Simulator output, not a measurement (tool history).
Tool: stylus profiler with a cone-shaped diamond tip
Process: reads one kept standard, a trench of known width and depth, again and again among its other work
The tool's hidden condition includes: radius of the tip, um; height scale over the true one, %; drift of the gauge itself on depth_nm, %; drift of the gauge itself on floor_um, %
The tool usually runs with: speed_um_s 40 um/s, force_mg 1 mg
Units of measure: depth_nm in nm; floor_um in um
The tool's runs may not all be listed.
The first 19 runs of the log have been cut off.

run    hour  speed_um_s  force_mg  scans with this tip  hours of work since the height scale was calibrated  depth_nm  floor_um
 20  1514.2          40         1                26821                                                 1088    100.67     48.23
 21  1601.9          40         1                27556                                                 1152    100.69      48.2
 22  1709.2          40      0.67                28455                                                 1231    100.51     48.15
     1754.9  -- height scale calibrated on a step standard
 23  1817.7         115       1.7                29359                                                   46    100.96     47.85
 24  1893.7         115       1.7                29997                                                  102    100.98     47.81
 25  1982.7          79      2.27                30742                                                  167    101.18     48.12
 26  2046.8          79      2.27                31279                                                  214    101.17     48.17
 27  2141.2          14      2.27                32070                                                  284    101.18     48.45
 28  2206.2          14      2.27                32614                                                  332    101.16     48.52
 29    2291          36      0.53                33324                                                  394    100.45     48.12
 30  2341.4          36      0.53                33746                                                  431    100.43     48.16
 31  2430.4          26      0.73                34492                                                  496    100.54     48.34
 32  2512.9          15      2.71                35184                                                  557    101.32     48.53
 33    2562          22      0.67                35594                                                  593    100.52     48.34
 34  2627.1          10       1.8                36140                                                  641    101.01     48.54
 35  2726.9          11      2.38                36976                                                  714     101.2     48.51
 36  2819.8          11      2.38                37754                                                  782    101.22     48.51
     2868.6  -- new tip fitted, height scale calibrated
 37  2915.7          11      2.38                  394                                                   35    101.22     48.53
 38    3013          64      0.95                 1210                                                  106    100.68     48.05
 39  3079.3          14       1.6                 1765                                                  155    100.91     48.52
 40  3168.7          14       1.6                 2514                                                  220    100.94     48.55

3 ways to go on from here, each from the tool as it stands after run 40. What would each give?
  A  3219.3          14      0.54                 2938                                                  258         ?         ?
  B  3219.3          53      0.56                 2938                                                  258         ?         ?
  C  3219.3          46      0.47                 2938                                                  258         ?         ?

run  depth_nm  floor_um
  A    100.44     48.44
  B    100.46     48.04
  C    100.42     48.03
Had the tool no hidden state, the same runs would have come out as:
run  depth_nm  floor_um
  A    100.44     48.45
  B    100.46     48.04
  C    100.42     48.03
